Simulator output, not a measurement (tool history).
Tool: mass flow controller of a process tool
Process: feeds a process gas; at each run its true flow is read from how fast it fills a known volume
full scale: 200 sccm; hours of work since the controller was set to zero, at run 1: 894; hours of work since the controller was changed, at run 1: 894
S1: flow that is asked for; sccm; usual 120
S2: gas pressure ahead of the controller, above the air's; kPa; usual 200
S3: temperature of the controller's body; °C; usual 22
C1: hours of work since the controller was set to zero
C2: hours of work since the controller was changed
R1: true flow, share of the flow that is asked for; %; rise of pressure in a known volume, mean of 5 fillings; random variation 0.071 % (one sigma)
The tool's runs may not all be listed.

Run 1, hour 0: usual settings; C1 894; C2 894. Result: R1 99.28 %.
Run 2, hour 200.3: usual settings but S2 171 kPa; C1 1006; C2 1006. Result: R1 99.39 %.
Run 3, hour 382.1: usual settings but S2 171 kPa; C1 1107; C2 1107. Result: R1 99.43 %.
Run 4, hour 581: usual settings but S2 171 kPa; C1 1218; C2 1218. Result: R1 99.47 %.
Run 5, hour 779.7: usual settings but S2 171 kPa; C1 1329; C2 1329. Result: R1 99.49 %.
Run 6, hour 1005: usual settings but S2 171 kPa; C1 1455; C2 1455. Result: R1 99.25 %.
Run 7, hour 1215.2: usual settings but S2 171 kPa; C1 1573; C2 1573. Result: R1 99.34 %.
Run 8, hour 1360.9: usual settings but S2 171 kPa, S3 27 °C; C1 1654; C2 1654. Result: R1 98.6 %.
Run 9, hour 1498.3: usual settings but S2 171 kPa, S3 27 °C; C1 1731; C2 1731. Result: R1 98.71 %.
Run 10, hour 1703.3: usual settings but S2 171 kPa, S3 27 °C; C1 1845; C2 1845. Result: R1 98.57 %.
Run 11, hour 1870: usual settings but S2 189 kPa, S3 27 °C; C1 1939; C2 1939. Result: R1 98.49 %.
Run 12, hour 2052.2: usual settings but S2 189 kPa, S3 27 °C; C1 2040; C2 2040. Result: R1 98.51 %.
Run 13, hour 2247.9: usual settings; C1 2150; C2 2150. Result: R1 98.96 %.
Run 14, hour 2360.4: usual settings; C1 2213; C2 2213. Result: R1 98.91 %.
Run 15, hour 2563: usual settings but S2 154 kPa; C1 2326; C2 2326. Result: R1 99.13 %.
Run 16, hour 2726.5: usual settings but S2 154 kPa; C1 2417; C2 2417. Result: R1 99.11 %.
Run 17, hour 2939.6: usual settings but S1 43 sccm, S2 154 kPa; C1 2536; C2 2536. Result: R1 96.54 %.
Run 18, hour 3076.2: usual settings but S1 43 sccm, S2 154 kPa; C1 2613; C2 2613. Result: R1 96.49 %.
Run 19, hour 3298.1: usual settings but S1 43 sccm, S2 154 kPa; C1 2737; C2 2737. Result: R1 96.18 %.
Run 20, hour 3444.4: usual settings but S1 43 sccm, S2 154 kPa; C1 2818; C2 2818. Result: R1 96.26 %.
At hour 3462.6: controller's zero set anew.
Run 21, hour 3562.2: usual settings but S1 43 sccm, S2 154 kPa; C1 56; C2 2884. Result: R1 94.23 %.
Run 22, hour 3733.2: usual settings but S1 43 sccm, S2 154 kPa; C1 151; C2 2979. Result: R1 94.05 %.
Run 23, hour 3872.4: usual settings but S1 43 sccm, S2 154 kPa; C1 229; C2 3057. Result: R1 94.01 %.
Run 24, hour 3985.4: usual settings but S1 22 sccm, S2 187 kPa; C1 292; C2 3120. Result: R1 88.29 %.
Run 25, hour 4215.6: usual settings but S1 162 sccm, S2 213 kPa, S3 28 °C; C1 421; C2 3249. Result: R1 98.12 %.
At hour 4406.1: controller's zero set anew, once more.
Run 26, hour 4417: usual settings but S1 23 sccm, S2 187 kPa, S3 28 °C; C1 6; C2 3361. Result: R1 98.2 %.
Run 27, hour 4567.7: usual settings but S1 36 sccm; C1 90; C2 3445. Result: R1 98.95 %.
Run 28, hour 4791.8: usual settings but S1 29 sccm; C1 216; C2 3571. Result: R1 98.63 %.
Run 29, hour 5008.2: usual settings but S1 29 sccm; C1 336; C2 3692. Result: R1 98.3 %.
Run 30, hour 5195.3: usual settings but S1 29 sccm; C1 441; C2 3796. Result: R1 98.29 %.
Run 31, hour 5424.6: usual settings but S1 29 sccm; C1 569; C2 3924. Result: R1 98.13 %.
Run 32, hour 5636.2: usual settings but S1 148 sccm, S2 153 kPa, S3 35 °C; C1 687; C2 4043. Result: R1 99.08 %.
Run 33, hour 5738.6: usual settings but S1 148 sccm, S2 153 kPa, S3 35 °C; C1 745; C2 4100. Result: R1 99.01 %.
Run 34, hour 5852.7: usual settings but S1 70 sccm, S2 175 kPa, S3 21 °C; C1 808; C2 4163. Result: R1 99.29 %.
Run 35, hour 6024.7: usual settings but S1 50 sccm, S2 268 kPa, S3 23 °C; C1 904; C2 4260. Result: R1 97.68 %.
Run 36, hour 6216: usual settings but S1 69 sccm, S3 32 °C; C1 1011; C2 4367. Result: R1 97.66 %.
Run 37, hour 6329.3: usual settings but S1 20 sccm, S3 37 °C; C1 1075; C2 4430. Result: R1 94.88 %.
Run 38, hour 6493.6: usual settings but S1 45 sccm, S2 248 kPa, S3 40 °C; C1 1166; C2 4522. Result: R1 95.63 %.
Run 39, hour 6706.1: usual settings but S1 29 sccm, S2 205 kPa; C1 1285; C2 4640. Result: R1 97 %.
Run 40, hour 6834.2: usual settings but S1 29 sccm, S2 199 kPa, S3 35 °C; C1 1357; C2 4712. Result: R1 95.39 %.
Run 41, hour 7014.4: usual settings but S2 173 kPa; C1 1457; C2 4813. Result: R1 99.84 %.
Run 42, hour 7239.3: usual settings but S1 31 sccm, S3 32 °C; C1 1583; C2 4938. Result: R1 95.64 %.
Run 43, hour 7375.1: usual settings but S1 102 sccm, S2 177 kPa, S3 23 °C; C1 1659; C2 5014. Result: R1 99.25 %.
Run 44, hour 7530: usual settings but S1 96 sccm, S2 201 kPa, S3 21 °C; C1 1746; C2 5101. Result: R1 99.1 %.
Run 45, hour 7693.3: usual settings but S1 154 sccm, S2 190 kPa, S3 25 °C; C1 1837; C2 5192. Result: R1 99.71 %.
Run 46, hour 7860.1: usual settings but S1 154 sccm, S2 190 kPa, S3 25 °C; C1 1930; C2 5285. Result: R1 99.72 %.

Forecast each of these 3 alternatives for the next run:
Run A, hour 8046.5: usual settings but S1 47 sccm, S2 190 kPa, S3 25 °C; C1 2034; C2 5389. Result: R1 ?.
Run B, hour 8046.5: usual settings but S1 154 sccm, S2 251 kPa, S3 25 °C; C1 2034; C2 5389. Result: R1 ?.
Run C, hour 8046.5: usual settings but S1 20 sccm; C1 2034; C2 5389. Result: R1 ?.

run     R1
  A   97.2
  B  99.11
  C  94.32
Without the tool's hidden state the same runs would have given:
run     R1
  A  98.49
  B  98.99
  C  98.34
